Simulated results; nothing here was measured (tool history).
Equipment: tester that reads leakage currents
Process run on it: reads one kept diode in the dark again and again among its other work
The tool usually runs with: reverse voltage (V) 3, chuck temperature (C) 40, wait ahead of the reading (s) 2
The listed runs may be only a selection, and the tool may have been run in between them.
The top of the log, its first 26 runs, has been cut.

| run | hour | reverse voltage (V) | chuck temperature (C) | wait ahead of the reading (s) | current that the tester gives (pA) |
|---|---|---|---|---|---|
| 27 | 2959.9 | 1.91 | 23 | 2.29 | 95.52 |
| 28 | 3072.2 | 3 | 40 | 4.4 | 492.52 |
| 29 | 3193.9 | 2.15 | 40 | 1.05 | 411.51 |
| 30 | 3293 | 1.39 | 32 | 1.05 | 169.06 |
| 31 | 3412.9 | 1.39 | 32 | 1.05 | 167.53 |
| 32 | 3528.7 | 1.39 | 58 | 0.39 | 1236.66 |
| 33 | 3630.9 | 1.39 | 58 | 0.39 | 1222.37 |
|  | 3645.2 | chuck's temperature calibrated |
| 34 | 3718.3 | 3.44 | 40 | 0.77 | 556.29 |
| 35 | 3786.5 | 3.44 | 40 | 0.77 | 550.07 |
| 36 | 3902.2 | 4.87 | 33 | 2 | 371.2 |
| 37 | 3972.5 | 8.67 | 22 | 2 | 199.43 |
| 38 | 4074.2 | 2.14 | 40 | 2.2 | 420.04 |
| 39 | 4182.4 | 2.14 | 40 | 2.2 | 412.4 |

Here are 4 independent what-if runs from the current tool condition. What would each one return?
| A | 4261.4 | 2.14 | 37 | 1.98 | ? |
| B | 4261.4 | 2.14 | 47 | 0.72 | ? |
| C | 4261.4 | 8.8 | 40 | 2 | ? |
| D | 4261.4 | 3 | 40 | 3.33 | ? |

| run | current that the tester gives (pA) |
|---|---|
| A | 321.1 |
| B | 706.42 |
| C | 849.62 |
| D | 490.78 |
Had the tool no hidden state, the same runs would have come out as:
| run | current that the tester gives (pA) |
|---|---|
| A | 337.48 |
| B | 743.26 |
| C | 886.88 |
| D | 515.52 |
